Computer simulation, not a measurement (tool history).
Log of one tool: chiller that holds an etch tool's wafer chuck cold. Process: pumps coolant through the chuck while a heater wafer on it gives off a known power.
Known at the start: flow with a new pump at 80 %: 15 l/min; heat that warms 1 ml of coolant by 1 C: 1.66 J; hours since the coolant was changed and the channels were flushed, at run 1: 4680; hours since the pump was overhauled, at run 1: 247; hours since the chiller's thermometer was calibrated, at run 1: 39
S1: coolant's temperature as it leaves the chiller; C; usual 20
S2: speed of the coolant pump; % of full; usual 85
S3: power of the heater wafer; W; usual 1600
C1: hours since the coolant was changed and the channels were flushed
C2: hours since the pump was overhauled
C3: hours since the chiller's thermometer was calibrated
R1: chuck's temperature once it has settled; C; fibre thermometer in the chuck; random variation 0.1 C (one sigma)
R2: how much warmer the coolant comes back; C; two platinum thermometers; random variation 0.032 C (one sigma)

run,hour,S1,S2,S3,C1,C2,C3,R1,R2
1,0,20,85,1600,4680,247,39,31.8,3.68
2,69.3,20,85,843,4749,316,109,26,1.91
3,121.4,20,61,843,4801,368,161,28.6,2.78
4,175.2,20,61,843,4855,422,215,28.4,2.77
5,258.7,29,85,1600,4938,505,298,40.9,3.67
6,339.8,29,85,1600,5019,586,379,40.9,3.64
7,375.5,29,85,1600,5055,622,415,41.2,3.57
8,447.5,29,85,1600,5127,694,487,41.1,3.59
9,497.8,20,85,1600,5178,744,537,32.1,3.62
10,549.1,20,85,1600,5229,796,588,32.2,3.62
11,615,13,85,1600,5295,862,654,25.3,3.76
12,697.1,13,85,1600,5377,944,736,25.1,3.66
13,758.7,18,85,1600,5438,1005,798,30.2,3.67
14,807.5,18,85,1600,5487,1054,847,30.2,3.67
15,857.2,18,85,1600,5537,1104,897,30.2,3.66
16,902.3,20,85,1600,5582,1149,942,32.2,3.64
17,954.8,23,85,818,5634,1201,994,29.3,1.86
18,1014.6,28,84,2154,5694,1261,1054,44.7,5.02
19,1050.9,10,72,1600,5731,1297,1090,24.5,4.42
20,1130.4,10,72,1600,5810,1377,1170,24.5,4.4
21,1212.9,14,96,1600,5893,1460,1252,24.9,3.25
22,1255.2,14,96,1600,5935,1502,1295,24.9,3.24
23,1310.8,14,96,1600,5990,1557,1350,25,3.23
24,1387.1,11,96,1301,6067,1634,1426,20,2.63
25,1429.4,11,60,1730,6109,1676,1469,29.7,5.83
26,1493.1,11,93,2098,6173,1740,1532,25.8,4.42

Forecast run 27:
27,1545.2,11,93,2098,6225,1792,1585,?,?

{"run 27": {"R1": 26, "R2": 4.44}}
Without the tool's hidden state the same run would have given R1 24.4 C, R2 4.33 C.
